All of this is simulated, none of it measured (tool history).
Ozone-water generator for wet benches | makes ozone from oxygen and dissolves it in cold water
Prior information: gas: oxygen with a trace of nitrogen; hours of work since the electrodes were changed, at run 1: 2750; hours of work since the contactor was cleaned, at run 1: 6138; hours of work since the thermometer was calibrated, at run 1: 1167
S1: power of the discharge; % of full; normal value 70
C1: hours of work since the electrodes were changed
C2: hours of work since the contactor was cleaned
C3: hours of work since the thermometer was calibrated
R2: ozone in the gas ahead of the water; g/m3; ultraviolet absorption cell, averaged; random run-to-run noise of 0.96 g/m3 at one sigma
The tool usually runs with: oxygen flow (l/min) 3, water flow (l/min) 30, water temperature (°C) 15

{"run": 1, "day": 0.0, "S1": 70, "oxygen flow (l/min)": 3, "water flow (l/min)": 30, "water temperature (°C)": 15, "C1": 2750, "C2": 6138, "C3": 1167, "dissolved ozone (ppm)": 7.7, "R2": 152.8}
{"run": 2, "day": 2.683, "S1": 70, "oxygen flow (l/min)": 3, "water flow (l/min)": 30, "water temperature (°C)": 15, "C1": 2801, "C2": 6189, "C3": 1218, "dissolved ozone (ppm)": 7.4, "R2": 152.9}
{"run": 3, "day": 5.858, "S1": 41, "oxygen flow (l/min)": 3, "water flow (l/min)": 30, "water temperature (°C)": 15, "C1": 2861, "C2": 6249, "C3": 1278, "dissolved ozone (ppm)": 5.6, "R2": 111.7}
{"run": 4, "day": 8.412, "S1": 41, "oxygen flow (l/min)": 3, "water flow (l/min)": 30, "water temperature (°C)": 15, "C1": 2909, "C2": 6297, "C3": 1326, "dissolved ozone (ppm)": 5.5, "R2": 112.7}
{"run": 5, "day": 11.862, "S1": 41, "oxygen flow (l/min)": 3, "water flow (l/min)": 30, "water temperature (°C)": 15, "C1": 2974, "C2": 6362, "C3": 1391, "dissolved ozone (ppm)": 5.6, "R2": 111.8}
{"run": 6, "day": 15.146, "S1": 50, "oxygen flow (l/min)": 3, "water flow (l/min)": 32, "water temperature (°C)": 9, "C1": 3036, "C2": 6424, "C3": 1453, "dissolved ozone (ppm)": 5.8, "R2": 126.7}
{"run": 7, "day": 18.371, "S1": 92, "oxygen flow (l/min)": 2.95, "water flow (l/min)": 32, "water temperature (°C)": 18, "C1": 3096, "C2": 6485, "C3": 1513, "dissolved ozone (ppm)": 7.8, "R2": 178.3}
{"run": 8, "day": 20.483, "S1": 56, "oxygen flow (l/min)": 3, "water flow (l/min)": 30, "water temperature (°C)": 17, "C1": 3136, "C2": 6524, "C3": 1553, "dissolved ozone (ppm)": 6.6, "R2": 133.5}
{"run": 9, "day": 23.904, "S1": 55, "oxygen flow (l/min)": 1.77, "water flow (l/min)": 30, "water temperature (°C)": 15, "C1": 3201, "C2": 6589, "C3": 1618, "dissolved ozone (ppm)": 5.1, "R2": 158.3}
{"run": 10, "day": 27.279, "S1": 54, "oxygen flow (l/min)": 1.77, "water flow (l/min)": 30, "water temperature (°C)": 22, "C1": 3264, "C2": 6652, "C3": 1681, "dissolved ozone (ppm)": 4.7, "R2": 154.6}

5 ways to go on from here, each from the tool as it stands after run 10. What would each give?
{"run": "A", "day": 30.438, "S1": 46, "oxygen flow (l/min)": 1.72, "water flow (l/min)": 33, "water temperature (°C)": 22, "C1": 3324, "C2": 6712, "C3": 1741, "dissolved ozone (ppm)": "?", "R2": "?"}
{"run": "B", "day": 30.438, "S1": 74, "oxygen flow (l/min)": 2.99, "water flow (l/min)": 30, "water temperature (°C)": 14, "C1": 3324, "C2": 6712, "C3": 1741, "dissolved ozone (ppm)": "?", "R2": "?"}
{"run": "C", "day": 30.438, "S1": 70, "oxygen flow (l/min)": 2.1, "water flow (l/min)": 19, "water temperature (°C)": 16, "C1": 3324, "C2": 6712, "C3": 1741, "dissolved ozone (ppm)": "?", "R2": "?"}
{"run": "D", "day": 30.438, "S1": 70, "oxygen flow (l/min)": 3, "water flow (l/min)": 24, "water temperature (°C)": 15, "C1": 3324, "C2": 6712, "C3": 1741, "dissolved ozone (ppm)": "?", "R2": "?"}
{"run": "E", "day": 30.438, "S1": 54, "oxygen flow (l/min)": 2.12, "water flow (l/min)": 27, "water temperature (°C)": 22, "C1": 3324, "C2": 6712, "C3": 1741, "dissolved ozone (ppm)": "?", "R2": "?"}

run=A dissolved_ozone_(ppm)=3.9 R2=142.7
run=B dissolved_ozone_(ppm)=7.7 R2=156.6
run=C dissolved_ozone_(ppm)=9.9 R2=171.2
run=D dissolved_ozone_(ppm)=9 R2=153.1
run=E dissolved_ozone_(ppm)=5.8 R2=145.1
The same runs, with their run-to-run variation unchanged, on a tool lacking any hidden condition would have given:
run=A dissolved_ozone_(ppm)=4.2 R2=150.8
run=B dissolved_ozone_(ppm)=8.6 R2=169
run=C dissolved_ozone_(ppm)=10.9 R2=184.3
run=D dissolved_ozone_(ppm)=10 R2=164.8
run=E dissolved_ozone_(ppm)=6.4 R2=154.5
